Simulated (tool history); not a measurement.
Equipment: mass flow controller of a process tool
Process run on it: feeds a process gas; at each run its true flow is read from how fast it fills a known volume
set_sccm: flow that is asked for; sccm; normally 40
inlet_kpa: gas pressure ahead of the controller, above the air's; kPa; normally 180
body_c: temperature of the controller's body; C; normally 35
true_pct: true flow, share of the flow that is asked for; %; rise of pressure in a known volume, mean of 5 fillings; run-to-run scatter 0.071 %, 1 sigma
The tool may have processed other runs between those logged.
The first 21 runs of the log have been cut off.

run,hour,set_sccm,inlet_kpa,body_c,true_pct
# hour 9074.4: controller's zero set anew, once more
22,9196.9,40,180,35,98.44
23,9484.4,40,180,35,98.32
24,9816.6,8,180,35,95.97
25,10174.3,40,143,35,98.34
26,10431.2,40,143,35,98.31
27,10869.0,11,180,22,94.87
28,11460.1,40,180,29,97.41
29,12052.0,9,266,25,93.55
30,12376.0,23,152,25,95.89
31,12796.4,40,180,36,97.61
32,13188.2,30,180,30,96.27
33,13721.4,30,180,30,96.22
34,14194.6,44,180,35,97.25

Predict the results of run 35:
35,14494.1,44,180,35,?

true_pct: 97.19 %
Take away the tool's hidden state, keep the run-to-run variation as it was, and the same run would have given true_pct 100.32 %.

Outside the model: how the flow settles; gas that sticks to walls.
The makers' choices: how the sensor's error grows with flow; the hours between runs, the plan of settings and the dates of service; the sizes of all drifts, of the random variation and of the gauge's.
